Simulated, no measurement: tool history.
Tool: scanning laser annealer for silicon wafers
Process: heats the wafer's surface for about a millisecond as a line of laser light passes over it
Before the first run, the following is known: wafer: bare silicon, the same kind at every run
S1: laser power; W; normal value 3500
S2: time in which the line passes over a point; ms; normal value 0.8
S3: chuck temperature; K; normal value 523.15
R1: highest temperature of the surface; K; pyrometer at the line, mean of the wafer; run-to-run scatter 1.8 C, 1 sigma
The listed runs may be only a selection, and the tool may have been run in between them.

run 1 hour=0 | S1=3500 S2=0.8 S3=523.15 | R1=1196.15
run 2 hour=33.8 | S1=3500 S2=0.8 S3=523.15 | R1=1192.15
run 3 hour=63.7 | S1=3500 S2=0.8 S3=523.15 | R1=1191.15
run 4 hour=116.4 | S1=3500 S2=0.8 S3=523.15 | R1=1188.15
run 5 hour=152 | S1=3500 S2=0.8 S3=523.15 | R1=1183.15
run 6 hour=186.8 | S1=3500 S2=0.576 S3=523.15 | R1=1079.15
run 7 hour=244.5 | S1=3500 S2=0.576 S3=523.15 | R1=1073.15
run 8 hour=283.5 | S1=3500 S2=0.576 S3=523.15 | R1=1076.15
-- hour=300.9 window over the wafer cleaned
run 9 hour=338.1 | S1=3500 S2=0.576 S3=523.15 | R1=1108.15
run 10 hour=389.2 | S1=3500 S2=0.946 S3=553.15 | R1=1299.15
run 11 hour=445.3 | S1=3500 S2=0.946 S3=553.15 | R1=1294.15
run 12 hour=470.4 | S1=3500 S2=0.8 S3=530.15 | R1=1209.15
run 13 hour=510.1 | S1=3500 S2=0.781 S3=523.15 | R1=1189.15
run 14 hour=552.9 | S1=3816 S2=0.644 S3=522.15 | R1=1191.15
run 15 hour=582.4 | S1=3291 S2=0.841 S3=523.15 | R1=1163.15
run 16 hour=635.3 | S1=3291 S2=0.841 S3=523.15 | R1=1159.15

Expected results for the next run?
run 17 hour=689.6 | S1=3291 S2=0.841 S3=523.15 | R1=?

{"run 17": {"R1": 1154.15}}
On a tool with no hidden condition, and with the same random variation, this run would have come out at R1 1193.15 K.
